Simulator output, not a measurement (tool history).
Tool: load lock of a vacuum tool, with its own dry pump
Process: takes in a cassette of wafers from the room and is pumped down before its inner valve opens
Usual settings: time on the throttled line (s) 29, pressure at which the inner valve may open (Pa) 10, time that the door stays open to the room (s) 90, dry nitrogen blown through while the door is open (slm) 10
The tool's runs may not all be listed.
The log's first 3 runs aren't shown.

run,day,time on the throttled line (s),pressure at which the inner valve may open (Pa),time that the door stays open to the room (s),dry nitrogen blown through while the door is open (slm),hours that the pump has run since its overhaul,times that the door has closed on its seal,"incoming humidity of the room's air, %",time from the closed door until the inner valve may open (s),rise of the pressure with all valves shut (Pa/min)
4,29.871,29,10,90,8,10916,17303,45.6,67.7,0.067
5,40.742,32,10,90,10,11177,17628,45.9,70.5,0.077
6,52.196,32,10,90,10,11452,17970,43.8,70.5,0.076
7,64.046,32,10,90,10,11736,18324,43.3,70.6,0.074
8,78.05,32,10,90,10,12073,18743,43.8,71.2,0.078
9,92.629,32,10,90,43,12422,19178,46.7,70.8,0.06
10,105.912,32,10,90,43,12741,19575,43.8,70.5,0.063
11,121.588,32,10,90,43,13117,20043,47.9,70.3,0.064
12,134.783,32,10,90,43,13434,20438,46.9,71,0.073
13,149.475,32,10,90,43,13787,20876,46.8,71.7,0.067
14,161.908,32,10,90,43,14085,21248,44.7,71.8,0.071
15,176.808,32,10,90,43,14443,21693,44.9,71.5,0.074
16,190.492,32,10,90,43,14771,22102,46.6,71.6,0.077
17,202.175,21,8,90,14,15052,22451,50.4,65.7,0.084
18,213.354,34,8,31,14,15320,22785,45.7,74,0.079
19,221.592,38,10,90,40,15518,23031,43.2,76.5,0.084
20,229.8,42,18,86,17,15715,23276,45,76,0.093
21,243.2,24,14,26,11,16036,23677,44.8,65.5,0.085
22,256.996,22,15,26,11,16367,24089,41.8,63.2,0.086
23,265.7,29,7,113,10,16576,24349,44,72.8,0.099
24,272.971,29,15,90,5,16751,24566,44,69,0.095

Forecast run 25:
25,282.342,22,10,152,4,16975,24846,42.4,?,?

time from the closed door until the inner valve may open (s): 67
rise of the pressure with all valves shut (Pa/min): 0.119
Without the tool's hidden state the same run would have given time from the closed door until the inner valve may open (s) 60.3, rise of the pressure with all valves shut (Pa/min) 0.049.

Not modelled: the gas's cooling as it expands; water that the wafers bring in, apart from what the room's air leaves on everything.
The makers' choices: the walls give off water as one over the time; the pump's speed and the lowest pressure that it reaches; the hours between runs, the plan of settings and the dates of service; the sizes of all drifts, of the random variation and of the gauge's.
